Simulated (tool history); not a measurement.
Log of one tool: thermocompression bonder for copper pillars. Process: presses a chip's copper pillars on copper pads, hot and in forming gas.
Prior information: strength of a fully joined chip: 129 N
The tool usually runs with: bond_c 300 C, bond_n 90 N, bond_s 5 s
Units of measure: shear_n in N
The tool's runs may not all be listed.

{"run": 1, "hour": 0.0, "bond_c": 300, "bond_n": 90, "bond_s": 5, "shear_n": 89.7}
{"run": 2, "hour": 11.6, "bond_c": 300, "bond_n": 90, "bond_s": 5, "shear_n": 89.3}
{"run": 3, "hour": 29.0, "bond_c": 303, "bond_n": 90, "bond_s": 5, "shear_n": 89.6}
{"run": 4, "hour": 44.8, "bond_c": 303, "bond_n": 90, "bond_s": 5, "shear_n": 92.3}
{"run": 5, "hour": 53.8, "bond_c": 300, "bond_n": 90, "bond_s": 5, "shear_n": 90.3}
{"run": 6, "hour": 66.8, "bond_c": 300, "bond_n": 90, "bond_s": 5, "shear_n": 90.2}
{"run": 7, "hour": 79.3, "bond_c": 300, "bond_n": 90, "bond_s": 5, "shear_n": 89.1}
{"run": 8, "hour": 92.1, "bond_c": 300, "bond_n": 90, "bond_s": 3, "shear_n": 75.5}
{"run": 9, "hour": 104.4, "bond_c": 291, "bond_n": 90, "bond_s": 3, "shear_n": 69.7}
{"run": 10, "hour": 121.4, "bond_c": 307, "bond_n": 111, "bond_s": 7, "shear_n": 103.2}
{"run": 11, "hour": 129.7, "bond_c": 307, "bond_n": 82, "bond_s": 7, "shear_n": 95.3}
{"run": 12, "hour": 137.4, "bond_c": 330, "bond_n": 90, "bond_s": 7, "shear_n": 111.1}
{"run": 13, "hour": 146.6, "bond_c": 300, "bond_n": 125, "bond_s": 6, "shear_n": 100.5}
{"run": 14, "hour": 163.2, "bond_c": 300, "bond_n": 125, "bond_s": 6, "shear_n": 100.6}
{"run": 15, "hour": 176.8, "bond_c": 300, "bond_n": 125, "bond_s": 6, "shear_n": 99.4}
{"run": 16, "hour": 193.2, "bond_c": 288, "bond_n": 84, "bond_s": 3, "shear_n": 64.1}
{"run": 17, "hour": 209.9, "bond_c": 280, "bond_n": 54, "bond_s": 3, "shear_n": 45.4}
{"hour": 213.9, "done": "forming gas filter changed"}
{"run": 18, "hour": 227.2, "bond_c": 279, "bond_n": 90, "bond_s": 3, "shear_n": 61.3}

3 options for the next run, each taken on its own from the tool as it stands now. Forecast them:
{"run": "A", "hour": 236.6, "bond_c": 291, "bond_n": 90, "bond_s": 5, "shear_n": "?"}
{"run": "B", "hour": 236.6, "bond_c": 318, "bond_n": 90, "bond_s": 5, "shear_n": "?"}
{"run": "C", "hour": 236.6, "bond_c": 283, "bond_n": 55, "bond_s": 3, "shear_n": "?"}

run=A shear_n=82.3
run=B shear_n=102.2
run=C shear_n=49.3
Without the tool's hidden state the same runs would have given:
run=A shear_n=88.1
run=B shear_n=107.0
run=C shear_n=54.2

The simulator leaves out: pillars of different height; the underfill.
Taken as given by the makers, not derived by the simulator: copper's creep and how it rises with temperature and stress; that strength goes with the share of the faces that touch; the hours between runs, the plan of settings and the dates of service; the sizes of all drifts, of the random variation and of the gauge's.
